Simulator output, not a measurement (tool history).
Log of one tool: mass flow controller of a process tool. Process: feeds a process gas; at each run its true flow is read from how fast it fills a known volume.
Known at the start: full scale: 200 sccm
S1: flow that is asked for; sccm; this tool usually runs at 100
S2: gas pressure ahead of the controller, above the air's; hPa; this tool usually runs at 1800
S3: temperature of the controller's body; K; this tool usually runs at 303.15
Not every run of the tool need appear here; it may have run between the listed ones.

{"run": 1, "hour": 0.0, "S1": 100, "S2": 1800, "S3": 303.15, "true flow (%)": 94.42}
{"run": 2, "hour": 297.7, "S1": 100, "S2": 1800, "S3": 303.15, "true flow (%)": 94.28}
{"run": 3, "hour": 701.3, "S1": 100, "S2": 1800, "S3": 303.15, "true flow (%)": 94.25}
{"run": 4, "hour": 952.3, "S1": 100, "S2": 1800, "S3": 303.15, "true flow (%)": 94.2}
{"run": 5, "hour": 1255.0, "S1": 100, "S2": 1800, "S3": 303.15, "true flow (%)": 94.2}
{"run": 6, "hour": 1558.8, "S1": 100, "S2": 1800, "S3": 303.15, "true flow (%)": 94.03}
{"run": 7, "hour": 1826.2, "S1": 100, "S2": 1800, "S3": 303.15, "true flow (%)": 94.01}
{"run": 8, "hour": 2201.6, "S1": 100, "S2": 1800, "S3": 303.15, "true flow (%)": 93.81}
{"run": 9, "hour": 2448.0, "S1": 100, "S2": 1800, "S3": 303.15, "true flow (%)": 93.72}
{"run": 10, "hour": 2911.9, "S1": 100, "S2": 1800, "S3": 303.15, "true flow (%)": 93.71}
{"run": 11, "hour": 3211.6, "S1": 100, "S2": 1800, "S3": 303.15, "true flow (%)": 93.47}
{"run": 12, "hour": 3746.7, "S1": 100, "S2": 1800, "S3": 303.15, "true flow (%)": 93.4}
{"run": 13, "hour": 4064.6, "S1": 90, "S2": 2040, "S3": 312.15, "true flow (%)": 92.07}
{"hour": 4284.6, "done": "controller's zero set anew"}
{"run": 14, "hour": 4318.4, "S1": 100, "S2": 1520, "S3": 303.15, "true flow (%)": 95.0}
{"run": 15, "hour": 4575.9, "S1": 100, "S2": 1520, "S3": 303.15, "true flow (%)": 95.0}
{"run": 16, "hour": 4889.1, "S1": 132, "S2": 1520, "S3": 303.15, "true flow (%)": 95.39}
{"run": 17, "hour": 5155.9, "S1": 100, "S2": 1780, "S3": 300.15, "true flow (%)": 95.31}
{"run": 18, "hour": 5539.1, "S1": 30, "S2": 1850, "S3": 296.15, "true flow (%)": 94.43}
{"run": 19, "hour": 5791.2, "S1": 33, "S2": 1800, "S3": 295.15, "true flow (%)": 94.28}
{"run": 20, "hour": 6076.2, "S1": 39, "S2": 1420, "S3": 296.15, "true flow (%)": 93.95}
{"run": 21, "hour": 6341.0, "S1": 100, "S2": 1800, "S3": 305.15, "true flow (%)": 94.37}
{"run": 22, "hour": 6598.4, "S1": 100, "S2": 1800, "S3": 305.15, "true flow (%)": 94.48}
{"run": 23, "hour": 7144.0, "S1": 100, "S2": 1800, "S3": 305.15, "true flow (%)": 94.13}

Below are 5 alternative next runs, each starting from the tool's condition after run 23. Predict each:
{"run": "A", "hour": 7499.9, "S1": 150, "S2": 2020, "S3": 303.15, "true flow (%)": "?"}
{"run": "B", "hour": 7499.9, "S1": 109, "S2": 1720, "S3": 310.15, "true flow (%)": "?"}
{"run": "C", "hour": 7499.9, "S1": 200, "S2": 1800, "S3": 297.15, "true flow (%)": "?"}
{"run": "D", "hour": 7499.9, "S1": 38, "S2": 2460, "S3": 298.15, "true flow (%)": "?"}
{"run": "E", "hour": 7499.9, "S1": 90, "S2": 2380, "S3": 298.15, "true flow (%)": "?"}

run=A true_flow_(%)=95.35
run=B true_flow_(%)=93.66
run=C true_flow_(%)=96.54
run=D true_flow_(%)=93.80
run=E true_flow_(%)=95.26
Had the tool no hidden state, the same runs would have come out as:
run=A true_flow_(%)=98.75
run=B true_flow_(%)=97.18
run=C true_flow_(%)=99.88
run=D true_flow_(%)=98.05
run=E true_flow_(%)=98.86

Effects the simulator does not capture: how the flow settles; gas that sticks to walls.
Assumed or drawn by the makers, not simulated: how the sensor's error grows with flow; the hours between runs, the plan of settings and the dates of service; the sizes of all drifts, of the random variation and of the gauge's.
